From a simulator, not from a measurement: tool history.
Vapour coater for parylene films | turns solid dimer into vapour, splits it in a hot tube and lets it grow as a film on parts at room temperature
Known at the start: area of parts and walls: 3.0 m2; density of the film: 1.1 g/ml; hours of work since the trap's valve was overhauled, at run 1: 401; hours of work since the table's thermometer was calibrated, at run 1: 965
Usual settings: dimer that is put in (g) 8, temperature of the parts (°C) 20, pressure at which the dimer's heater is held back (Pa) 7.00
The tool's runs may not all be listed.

run,day,dimer that is put in (g),temperature of the parts (°C),pressure at which the dimer's heater is held back (Pa),hours of work since the trap's valve was overhauled,hours of work since the table's thermometer was calibrated,thickness of the film (nm)
1,0.000,8,20,7.00,401,965,1059
# day 0.308: trap's valve overhauled
2,2.646,8,20,7.00,43,1010,1115
3,4.388,8,20,7.00,75,1042,1108
4,6.304,8,20,7.00,110,1077,1091
5,7.975,8,20,7.00,140,1108,1090
6,9.988,8,20,7.00,177,1145,1090
7,12.850,6,20,7.00,229,1197,790
8,15.521,6,20,7.00,278,1246,802
9,17.358,8,20,7.00,312,1279,1059
10,20.029,8,20,7.00,361,1328,1056
11,21.696,8,12,7.00,391,1359,1315
# day 22.562: trap's valve overhauled
12,24.733,8,12,7.00,40,1411,1414
13,26.600,7,20,7.00,74,1445,941
14,28.929,7,20,7.00,117,1488,948
15,31.504,7,20,7.00,164,1535,962
16,33.746,13,20,7.00,205,1576,1742
17,35.667,8,20,7.00,240,1611,1062
18,37.554,8,20,2.18,274,1646,1207
19,39.908,8,20,2.18,317,1689,1185
20,41.688,8,20,2.18,350,1722,1200
21,43.008,8,17,3.62,374,1746,1226
# day 44.817: trap's valve overhauled
22,45.254,8,17,3.62,8,1784,1320
23,47.108,4,26,2.92,42,1818,525
24,48.804,6,20,2.92,73,1849,908
25,51.108,6,31,7.97,115,1891,572
26,52.688,10,28,9.23,144,1920,1018
27,53.979,9,17,2.18,168,1943,1520
# day 56.875: table's thermometer calibrated
28,56.888,10,28,4.84,220,0,1130
29,58.792,13,19,5.72,255,35,1880
30,60.888,13,19,5.72,293,73,1856
31,63.054,13,19,5.72,333,113,1853
32,65.308,4,24,2.33,374,154,532
# day 66.979: trap's valve overhauled
33,67.754,3,29,7.00,14,196,319
34,69.888,8,23,2.09,53,235,1195
35,71.329,13,23,7.00,80,261,1660
36,73.808,13,23,7.00,125,307,1658
37,75.708,13,17,10.15,160,342,1882
38,77.825,7,17,10.15,198,380,997
39,79.346,7,17,6.68,226,408,1049
40,81.771,8,14,3.55,271,453,1400

Forecast each of these 5 alternatives for the next run:
A,84.392,8,18,2.02,319,500,?
B,84.392,5,16,2.45,319,500,?
C,84.392,4,14,7.98,319,500,?
D,84.392,8,18,8.49,319,500,?
E,84.392,5,12,6.89,319,500,?

run,thickness of the film (nm)
A,1326
B,854
C,633
D,1104
E,837
Without the tool's hidden state the same runs would have given:
run,thickness of the film (nm)
A,1429
B,921
C,682
D,1190
E,902

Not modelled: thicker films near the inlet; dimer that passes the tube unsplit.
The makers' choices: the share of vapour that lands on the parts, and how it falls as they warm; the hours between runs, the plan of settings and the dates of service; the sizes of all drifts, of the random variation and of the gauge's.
